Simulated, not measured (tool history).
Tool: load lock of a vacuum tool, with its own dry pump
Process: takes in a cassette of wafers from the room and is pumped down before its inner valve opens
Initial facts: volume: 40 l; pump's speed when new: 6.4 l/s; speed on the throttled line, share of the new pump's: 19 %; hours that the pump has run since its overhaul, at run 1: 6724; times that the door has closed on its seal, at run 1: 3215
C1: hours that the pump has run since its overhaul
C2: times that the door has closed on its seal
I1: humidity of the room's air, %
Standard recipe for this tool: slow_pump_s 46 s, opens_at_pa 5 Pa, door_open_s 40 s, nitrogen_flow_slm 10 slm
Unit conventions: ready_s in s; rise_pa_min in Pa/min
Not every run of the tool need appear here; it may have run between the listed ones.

{"run": 1, "day": 0.0, "slow_pump_s": 46, "opens_at_pa": 5, "door_open_s": 40, "nitrogen_flow_slm": 10, "C1": 6724, "C2": 3215, "I1": 45.9, "ready_s": 105.3, "rise_pa_min": 0.037}
{"run": 2, "day": 3.829, "slow_pump_s": 46, "opens_at_pa": 5, "door_open_s": 40, "nitrogen_flow_slm": 10, "C1": 6816, "C2": 3507, "I1": 46.0, "ready_s": 104.2, "rise_pa_min": 0.042}
{"run": 3, "day": 6.325, "slow_pump_s": 46, "opens_at_pa": 5, "door_open_s": 40, "nitrogen_flow_slm": 10, "C1": 6876, "C2": 3698, "I1": 45.0, "ready_s": 104.5, "rise_pa_min": 0.044}
{"run": 4, "day": 9.9, "slow_pump_s": 46, "opens_at_pa": 5, "door_open_s": 40, "nitrogen_flow_slm": 10, "C1": 6962, "C2": 3971, "I1": 42.6, "ready_s": 104.9, "rise_pa_min": 0.036}
{"run": 5, "day": 13.433, "slow_pump_s": 46, "opens_at_pa": 5, "door_open_s": 40, "nitrogen_flow_slm": 10, "C1": 7047, "C2": 4241, "I1": 45.5, "ready_s": 104.1, "rise_pa_min": 0.041}
{"run": 6, "day": 16.062, "slow_pump_s": 69, "opens_at_pa": 5, "door_open_s": 54, "nitrogen_flow_slm": 23, "C1": 7110, "C2": 4441, "I1": 44.3, "ready_s": 123.2, "rise_pa_min": 0.039}
{"run": 7, "day": 17.883, "slow_pump_s": 46, "opens_at_pa": 9, "door_open_s": 40, "nitrogen_flow_slm": 10, "C1": 7153, "C2": 4580, "I1": 44.7, "ready_s": 101.0, "rise_pa_min": 0.039}
{"run": 8, "day": 20.4, "slow_pump_s": 47, "opens_at_pa": 9, "door_open_s": 72, "nitrogen_flow_slm": 23, "C1": 7214, "C2": 4773, "I1": 46.9, "ready_s": 101.0, "rise_pa_min": 0.045}
{"run": 9, "day": 22.15, "slow_pump_s": 28, "opens_at_pa": 5, "door_open_s": 201, "nitrogen_flow_slm": 14, "C1": 7256, "C2": 4906, "I1": 43.6, "ready_s": 89.8, "rise_pa_min": 0.067}
{"run": 10, "day": 23.904, "slow_pump_s": 28, "opens_at_pa": 5, "door_open_s": 201, "nitrogen_flow_slm": 14, "C1": 7298, "C2": 5040, "I1": 46.2, "ready_s": 90.6, "rise_pa_min": 0.076}

Below are 4 alternative next runs, each starting from the tool's condition after run 10. Predict each:
{"run": "A", "day": 27.308, "slow_pump_s": 44, "opens_at_pa": 5, "door_open_s": 201, "nitrogen_flow_slm": 14, "C1": 7380, "C2": 5300, "I1": 45.1, "ready_s": "?", "rise_pa_min": "?"}
{"run": "B", "day": 27.308, "slow_pump_s": 41, "opens_at_pa": 5, "door_open_s": 60, "nitrogen_flow_slm": 8, "C1": 7380, "C2": 5300, "I1": 43.3, "ready_s": "?", "rise_pa_min": "?"}
{"run": "C", "day": 27.308, "slow_pump_s": 46, "opens_at_pa": 9, "door_open_s": 33, "nitrogen_flow_slm": 10, "C1": 7380, "C2": 5300, "I1": 43.1, "ready_s": "?", "rise_pa_min": "?"}
{"run": "D", "day": 27.308, "slow_pump_s": 53, "opens_at_pa": 5, "door_open_s": 29, "nitrogen_flow_slm": 14, "C1": 7380, "C2": 5300, "I1": 42.8, "ready_s": "?", "rise_pa_min": "?"}

run=A ready_s=103.4 rise_pa_min=0.075
run=B ready_s=101.2 rise_pa_min=0.048
run=C ready_s=99.7 rise_pa_min=0.040
run=D ready_s=110.3 rise_pa_min=0.037
Without the tool's unlogged condition, the same runs would have read:
run=A ready_s=98.6 rise_pa_min=0.058
run=B ready_s=96.3 rise_pa_min=0.031
run=C ready_s=95.5 rise_pa_min=0.023
run=D ready_s=105.6 rise_pa_min=0.020
